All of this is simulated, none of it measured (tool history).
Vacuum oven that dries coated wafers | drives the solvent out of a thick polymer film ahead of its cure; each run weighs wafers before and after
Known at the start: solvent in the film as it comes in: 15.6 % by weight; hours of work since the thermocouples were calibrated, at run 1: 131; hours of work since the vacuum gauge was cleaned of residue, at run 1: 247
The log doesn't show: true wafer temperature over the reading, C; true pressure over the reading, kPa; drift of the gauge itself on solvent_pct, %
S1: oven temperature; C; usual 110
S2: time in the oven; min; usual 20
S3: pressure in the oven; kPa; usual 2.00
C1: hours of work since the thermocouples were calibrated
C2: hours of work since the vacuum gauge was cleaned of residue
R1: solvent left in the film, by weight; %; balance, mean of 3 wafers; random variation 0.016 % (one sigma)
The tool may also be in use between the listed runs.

run,hour,S1,S2,S3,C1,C2,R1
1,0.0,110,20,2.00,131,247,4.26
2,12.2,110,20,2.00,138,254,4.28
3,28.1,110,20,2.00,147,263,4.26
4,50.0,110,11,2.00,159,275,6.11
5,75.5,110,11,2.00,173,289,6.09
6,89.5,111,20,2.00,181,297,4.04
7,110.0,110,20,2.00,192,308,4.27
8,133.0,110,20,2.00,205,321,4.23
9,150.2,110,20,2.00,215,331,4.25
10,167.3,110,20,2.00,224,341,4.30
11,180.6,110,20,2.00,232,348,4.25
12,199.5,110,20,2.00,242,359,4.28
13,217.6,110,20,3.56,253,369,6.47
14,233.1,110,20,3.56,261,377,6.46
15,245.3,110,20,3.56,268,384,6.48
16,259.9,110,20,3.56,276,392,6.46
17,280.1,110,20,3.56,288,404,6.47
18,300.5,110,20,2.65,299,415,5.20
19,315.5,110,20,2.65,307,423,5.18
20,333.6,110,12,2.67,317,434,6.60
21,352.9,125,12,2.72,328,444,3.43
22,364.5,125,16,2.72,335,451,2.99
23,387.4,125,16,2.72,348,464,3.01
24,404.0,125,16,2.72,357,473,3.00
25,426.6,110,20,3.93,369,486,6.99
26,441.9,110,20,3.93,378,494,6.99
27,459.9,101,20,1.25,388,504,5.24
28,481.3,101,13,2.74,400,516,8.93
29,503.8,116,12,3.29,413,529,5.84
30,527.8,116,12,3.29,426,542,5.85
31,538.7,116,12,3.29,432,548,5.81
32,556.1,116,12,3.29,442,558,5.84
33,578.4,103,15,3.17,454,571,8.60
34,589.3,110,12,6.30,460,577,10.99
35,612.3,100,26,2.00,473,589,6.06
36,626.2,100,26,2.00,481,597,6.04
37,640.7,100,26,2.00,489,605,6.06

Measured less the same run without the tool's hidden state. The same run-to-run variation is in both; the gauge's scatter may not be:
run,R1
1,+0.16
2,+0.16
3,+0.16
4,+0.14
5,+0.15
6,+0.16
7,+0.17
8,+0.17
9,+0.18
10,+0.18
11,+0.18
12,+0.18
13,+0.18
14,+0.18
15,+0.19
16,+0.18
17,+0.19
18,+0.19
19,+0.19
20,+0.16
21,+0.12
22,+0.13
23,+0.13
24,+0.14
25,+0.20
26,+0.20
27,+0.26
28,+0.20
29,+0.15
30,+0.14
31,+0.14
32,+0.14
33,+0.21
34,+0.15
35,+0.31
36,+0.32
37,+0.32
